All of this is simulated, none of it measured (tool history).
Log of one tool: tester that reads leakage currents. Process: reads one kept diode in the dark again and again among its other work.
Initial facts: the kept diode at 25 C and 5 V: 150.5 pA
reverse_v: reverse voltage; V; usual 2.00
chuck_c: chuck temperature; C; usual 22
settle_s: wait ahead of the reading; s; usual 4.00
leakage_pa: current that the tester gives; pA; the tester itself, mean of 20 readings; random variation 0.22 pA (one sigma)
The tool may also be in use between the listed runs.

| run | hour | reverse_v | chuck_c | settle_s | leakage_pa |
|---|---|---|---|---|---|
| 1 | 0.0 | 2.00 | 22 | 4.00 | 74.89 |
| 2 | 26.0 | 8.11 | 22 | 4.00 | 177.71 |
| 3 | 41.8 | 8.11 | 22 | 0.40 | 180.91 |
| 4 | 72.1 | 8.11 | 22 | 0.40 | 181.66 |
| 5 | 91.0 | 8.11 | 46 | 0.40 | 852.90 |
| 6 | 113.8 | 8.11 | 46 | 0.40 | 849.48 |
| 7 | 134.7 | 2.00 | 22 | 0.89 | 75.34 |
| 8 | 151.0 | 2.00 | 22 | 0.89 | 75.45 |
| 9 | 178.5 | 2.00 | 22 | 0.89 | 75.65 |
| 10 | 198.6 | 2.00 | 22 | 7.70 | 75.33 |
| 11 | 214.8 | 2.00 | 22 | 7.70 | 75.14 |
| 12 | 244.8 | 1.51 | 22 | 7.70 | 63.16 |
| 13 | 269.5 | 1.51 | 22 | 7.70 | 63.63 |
| 14 | 282.2 | 2.00 | 22 | 4.00 | 75.39 |
| 15 | 309.5 | 18.47 | 22 | 4.00 | 302.99 |
| 16 | 327.2 | 18.47 | 22 | 4.00 | 303.38 |
| 17 | 342.3 | 18.47 | 22 | 4.00 | 303.54 |
| 18 | 362.9 | 18.47 | 22 | 4.00 | 304.48 |
| 19 | 384.1 | 2.00 | 22 | 0.32 | 76.86 |
| 20 | 411.6 | 2.00 | 22 | 0.32 | 77.35 |
| 21 | 436.3 | 2.00 | 52 | 1.12 | 530.96 |
| 22 | 449.2 | 2.00 | 52 | 1.12 | 533.05 |
| 23 | 474.0 | 2.00 | 52 | 1.12 | 532.60 |
| 24 | 501.4 | 2.05 | 29 | 0.51 | 124.71 |
|  | 518.1 | probe card cleaned and baked |
| 25 | 534.7 | 2.00 | 43 | 7.89 | 298.06 |
| 26 | 547.8 | 1.63 | 32 | 1.60 | 126.48 |
| 27 | 572.0 | 1.63 | 32 | 1.60 | 127.28 |
| 28 | 598.1 | 1.63 | 32 | 1.60 | 127.10 |
| 29 | 616.7 | 1.72 | 20 | 3.98 | 55.69 |
| 30 | 647.4 | 2.00 | 56 | 4.04 | 665.95 |
| 31 | 674.4 | 2.00 | 56 | 4.04 | 668.61 |
| 32 | 698.1 | 2.82 | 52 | 4.00 | 634.78 |
| 33 | 723.9 | 11.69 | 54 | 1.45 | 1655.16 |
| 34 | 745.3 | 11.69 | 20 | 3.04 | 173.27 |
| 35 | 775.9 | 11.69 | 20 | 0.92 | 175.75 |
| 36 | 806.6 | 11.69 | 20 | 0.92 | 176.30 |
| 37 | 829.7 | 11.69 | 20 | 0.92 | 177.57 |
| 38 | 847.9 | 4.57 | 48 | 4.55 | 664.18 |
| 39 | 872.6 | 4.57 | 21 | 4.55 | 108.13 |

For some of the steps in leakage_pa from one run to the next: how much would appear even if the tool had no hidden state, given the settings, what came in and random variation, and how much remains for the hidden state plus any gauge scatter that the measured result and the result without hidden state don't share?
Hidden state at play: stray current of the dirty probe card, pA a volt; current scale over the true one, %; true chuck temperature over the reading, C; drift of the gauge itself on leakage_pa, %.
Run 6 -> 7: reverse_v 8.11 -> 2.00, chuck_c 46 -> 22, settle_s 0.40 -> 0.89. leakage_pa -774.14 pA: hidden state -12.03, all else -762.11.
Run 14 -> 15: reverse_v 2.00 -> 18.47. leakage_pa +227.60 pA: hidden state +38.79, all else +188.81.
Run 18 -> 19: reverse_v 18.47 -> 2.00, settle_s 4.00 -> 0.32. leakage_pa -227.62 pA: hidden state -39.97, all else -187.65.
Run 32 -> 33: reverse_v 2.82 -> 11.69, chuck_c 52 -> 54, settle_s 4.00 -> 1.45. leakage_pa +1020.38 pA: hidden state -9.84, all else +1030.22.
Run 33 -> 34: chuck_c 54 -> 20, settle_s 1.45 -> 3.04. leakage_pa -1481.89 pA: hidden state +18.43, all else -1500.32.
